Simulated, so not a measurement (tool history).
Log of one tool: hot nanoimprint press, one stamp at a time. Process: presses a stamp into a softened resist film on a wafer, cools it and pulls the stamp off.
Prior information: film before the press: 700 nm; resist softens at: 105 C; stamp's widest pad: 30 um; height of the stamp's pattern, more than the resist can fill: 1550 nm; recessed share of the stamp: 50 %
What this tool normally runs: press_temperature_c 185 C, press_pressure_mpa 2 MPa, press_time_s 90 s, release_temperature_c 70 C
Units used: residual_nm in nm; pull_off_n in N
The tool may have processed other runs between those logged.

Run 1, day 0: usual settings. Result: residual_nm 253.2 nm, pull_off_n 206 N.
Run 2, day 0.671: usual settings but press_temperature_c 189 C. Result: residual_nm 224.9 nm, pull_off_n 205 N.
Run 3, day 1.329: usual settings but press_pressure_mpa 2.13 MPa. Result: residual_nm 244.5 nm, pull_off_n 204 N.
Run 4, day 2.542: usual settings but press_pressure_mpa 2.68 MPa. Result: residual_nm 213.9 nm, pull_off_n 207 N.
Run 5, day 3.358: usual settings but press_pressure_mpa 2.68 MPa. Result: residual_nm 213.9 nm, pull_off_n 204 N.
Run 6, day 4.004: usual settings but press_pressure_mpa 2.68 MPa. Result: residual_nm 215.4 nm, pull_off_n 205 N.
Run 7, day 4.721: usual settings but press_pressure_mpa 2.68 MPa, release_temperature_c 56 C. Result: residual_nm 214.3 nm, pull_off_n 277 N.
Run 8, day 5.646: usual settings but press_temperature_c 178 C, press_pressure_mpa 1.63 MPa, press_time_s 129 s, release_temperature_c 65 C. Result: residual_nm 314.6 nm, pull_off_n 227 N.
Run 9, day 6.404: usual settings but press_temperature_c 178 C, press_pressure_mpa 1.63 MPa, press_time_s 129 s, release_temperature_c 65 C. Result: residual_nm 315.4 nm, pull_off_n 228 N.
At day 7.008: stamp cleaned and given a new release coat.
Run 10, day 7.233: usual settings but press_temperature_c 193 C, press_pressure_mpa 2.43 MPa, press_time_s 129 s, release_temperature_c 72 C. Result: residual_nm 158.8 nm, pull_off_n 196 N.

Each run again, without the hidden state but with its own random variation kept:
The tool's hidden condition here consists of: true temperature over the reading, C; pressure that arrives at the usual setting, %; grip of the stamp's worn release coat, % over a new coat's; drift of the gauge itself on residual_nm, %; drift of the gauge itself on pull_off_n, %.
run  residual_nm
  1          253
  2        224.5
  3        243.7
  4        212.7
  5        212.3
  6        213.5
  7        212.1
  8        310.9
  9        311.2
 10        156.5
pull_off_n: at most 1 N away from the measurement, every run.
